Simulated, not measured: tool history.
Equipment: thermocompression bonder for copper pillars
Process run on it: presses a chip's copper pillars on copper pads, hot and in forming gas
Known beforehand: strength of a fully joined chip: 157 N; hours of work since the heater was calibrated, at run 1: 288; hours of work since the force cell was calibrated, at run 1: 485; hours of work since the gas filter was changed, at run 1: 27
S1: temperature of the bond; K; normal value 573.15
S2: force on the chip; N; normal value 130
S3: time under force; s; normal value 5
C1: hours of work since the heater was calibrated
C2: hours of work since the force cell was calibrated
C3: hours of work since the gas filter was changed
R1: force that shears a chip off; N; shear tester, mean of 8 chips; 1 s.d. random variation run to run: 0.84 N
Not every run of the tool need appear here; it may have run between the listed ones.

| run | hour | S1 | S2 | S3 | C1 | C2 | C3 | R1 |
|---|---|---|---|---|---|---|---|---|
| 1 | 0.0 | 573.15 | 130 | 5 | 288 | 485 | 27 | 62.9 |
| 2 | 59.8 | 573.15 | 130 | 5 | 335 | 532 | 75 | 60.8 |
| 3 | 99.6 | 573.15 | 130 | 5 | 367 | 564 | 107 | 58.9 |
| 4 | 138.7 | 573.15 | 130 | 5 | 398 | 595 | 138 | 59.3 |
| 5 | 189.6 | 573.15 | 130 | 5 | 438 | 635 | 178 | 56.8 |
| 6 | 232.4 | 573.15 | 130 | 5 | 472 | 669 | 212 | 54.5 |
| 7 | 286.9 | 573.15 | 130 | 5 | 516 | 713 | 255 | 54.4 |
|  | 296.0 | forming gas filter changed |
| 8 | 329.5 | 573.15 | 130 | 5 | 549 | 746 | 27 | 58.5 |
| 9 | 383.7 | 573.15 | 130 | 5 | 592 | 789 | 70 | 56.3 |
| 10 | 433.3 | 573.15 | 130 | 5 | 632 | 828 | 109 | 58.5 |
| 11 | 470.3 | 544.15 | 128 | 5 | 661 | 858 | 138 | 37.7 |
| 12 | 531.2 | 581.15 | 165 | 7 | 709 | 906 | 187 | 75.1 |
|  | 557.6 | heater calibrated with a thermocouple chip |
| 13 | 566.1 | 578.15 | 131 | 8 | 7 | 932 | 213 | 75.0 |
| 14 | 601.3 | 578.15 | 131 | 8 | 35 | 960 | 241 | 73.8 |
|  | 627.2 | forming gas filter changed |
| 15 | 666.5 | 557.15 | 130 | 8 | 86 | 1012 | 31 | 63.9 |
| 16 | 695.5 | 557.15 | 108 | 8 | 109 | 1035 | 54 | 58.5 |
| 17 | 737.8 | 568.15 | 126 | 6 | 143 | 1068 | 88 | 62.2 |
| 18 | 769.8 | 568.15 | 126 | 6 | 168 | 1094 | 113 | 62.1 |
| 19 | 807.6 | 586.15 | 114 | 9 | 198 | 1124 | 143 | 79.6 |
| 20 | 853.8 | 550.15 | 105 | 9 | 235 | 1160 | 180 | 51.3 |

Below are 3 alternative next runs, each starting from the tool's condition after run 20. Predict each:
| A | 910.5 | 554.15 | 118 | 14 | 280 | 1206 | 225 | ? |
| B | 910.5 | 589.15 | 89 | 9 | 280 | 1206 | 225 | ? |
| C | 910.5 | 571.15 | 132 | 5 | 280 | 1206 | 225 | ? |

| run | R1 |
|---|---|
| A | 64.1 |
| B | 70.1 |
| C | 54.9 |
Had the tool no hidden state, the same runs would have come out as:
| run | R1 |
|---|---|
| A | 75.6 |
| B | 81.8 |
| C | 64.9 |
